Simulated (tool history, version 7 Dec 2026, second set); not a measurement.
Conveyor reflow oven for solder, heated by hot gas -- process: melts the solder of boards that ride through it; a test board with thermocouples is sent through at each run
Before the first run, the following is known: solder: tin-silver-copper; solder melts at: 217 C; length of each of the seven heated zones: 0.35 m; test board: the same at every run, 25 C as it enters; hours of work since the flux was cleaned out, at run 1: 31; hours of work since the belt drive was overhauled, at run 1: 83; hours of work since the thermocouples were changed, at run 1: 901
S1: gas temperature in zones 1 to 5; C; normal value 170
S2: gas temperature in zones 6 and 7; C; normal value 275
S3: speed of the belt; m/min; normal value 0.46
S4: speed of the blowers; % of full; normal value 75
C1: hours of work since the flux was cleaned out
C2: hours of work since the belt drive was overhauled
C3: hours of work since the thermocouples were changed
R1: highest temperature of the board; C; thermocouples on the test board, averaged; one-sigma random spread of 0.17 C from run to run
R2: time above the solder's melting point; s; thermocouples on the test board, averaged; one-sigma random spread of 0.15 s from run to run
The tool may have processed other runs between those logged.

run,hour,S1,S2,S3,S4,C1,C2,C3,R1,R2
1,0,170,275,0.46,75,31,83,901,256.3,69.7
2,16,170,275,0.46,75,38,90,908,256.4,69.7
3,31.5,170,275,0.46,75,44,96,914,256,69.7
4,49,170,275,0.46,75,52,104,922,256.1,69.7
5,66.5,170,275,0.46,75,59,111,929,256.3,69.6
6,77.4,170,275,0.46,75,64,116,934,255.9,70
7,95.9,170,275,0.46,75,72,124,942,255.9,69.5
8,116.8,170,275,0.448,75,81,133,951,256.6,72.5
9,135.4,176,275,0.46,75,89,141,959,257,72.7
# hour 146.1: thermocouples of zones 6 and 7 changed
10,148.9,176,275,0.46,75,94,146,1,258,74
11,159.4,176,275,0.504,75,98,150,6,254.8,64.3
12,176.9,176,275,0.504,75,106,158,13,254.8,64
# hour 183.3: flux residue cleaned out of gas plates and filters
13,195.3,176,275,0.428,75,5,163,19,260.1,81.1
14,216.3,170,275,0.46,75,14,172,28,256.6,70.2
15,225.9,170,275,0.46,75,18,176,32,256.5,70
16,238,170,275,0.46,75,23,182,37,256.9,70.4
# hour 249.2: flux residue cleaned out of gas plates and filters, once more
17,263.5,170,268,0.46,51,6,190,46,246.1,59.2
18,281.2,170,268,0.46,51,14,198,54,246,59
19,290.6,177,275,0.46,82,18,202,58,259.6,75.8
20,305.7,177,275,0.46,82,24,208,64,259.5,76.1
21,317.9,177,275,0.449,76,29,214,69,259.5,77.3
22,327,170,283,0.527,75,33,217,73,258.7,62.2
23,343.9,180,275,0.515,60,41,225,80,252,61.6
24,356.6,159,288,0.46,75,46,230,86,267,73.6
25,366,159,275,0.46,85,50,234,90,257.3,67.2
26,376.3,175,275,0.46,85,54,239,94,259.5,75
27,394.2,175,264,0.46,85,62,246,102,249.8,67.3
28,413.3,175,264,0.46,85,70,254,110,249.5,67.5
29,428.1,175,264,0.46,85,77,261,116,249.5,67.3
30,447.4,175,282,0.396,85,85,269,125,270.1,95.2

Below, some changes in R1 between adjacent runs. For each, the amount present without the hidden state too (settings, incoming material, random variation) and the amount remaining for the hidden state with gauge scatter not shared by both compared results:
Unlogged tool condition in this case: heat that the gas passes to the board, % of a clean oven's; belt's true speed, % of the reading; true gas temperature in zones 6 and 7 over the reading, C; drift of the gauge itself on peak_c, C; drift of the gauge itself on liquid_s, %.
Run 9 -> 10: thermocouples of zones 6 and 7 changed. R1 +1 C: hidden state +1, all else +0.
Run 13 -> 14: S1 176 -> 170, S3 0.428 -> 0.46. R1 -3.5 C: hidden state -0.2, all else -3.3.
Run 16 -> 17: S2 275 -> 268, S4 75 -> 51, flux residue cleaned out of gas plates and filters, once more. R1 -10.8 C: hidden state +0.8, all else -11.6.
Run 18 -> 19: S1 170 -> 177, S2 268 -> 275, S4 51 -> 82. R1 +13.6 C: hidden state +0, all else +13.6.
Run 23 -> 24: S1 180 -> 159, S2 275 -> 288, S3 0.515 -> 0.46, S4 60 -> 75. R1 +15 C: hidden state -0.1, all else +15.1.
Run 29 -> 30: S2 264 -> 282, S3 0.46 -> 0.396. R1 +20.6 C: hidden state -0.1, all else +20.7.
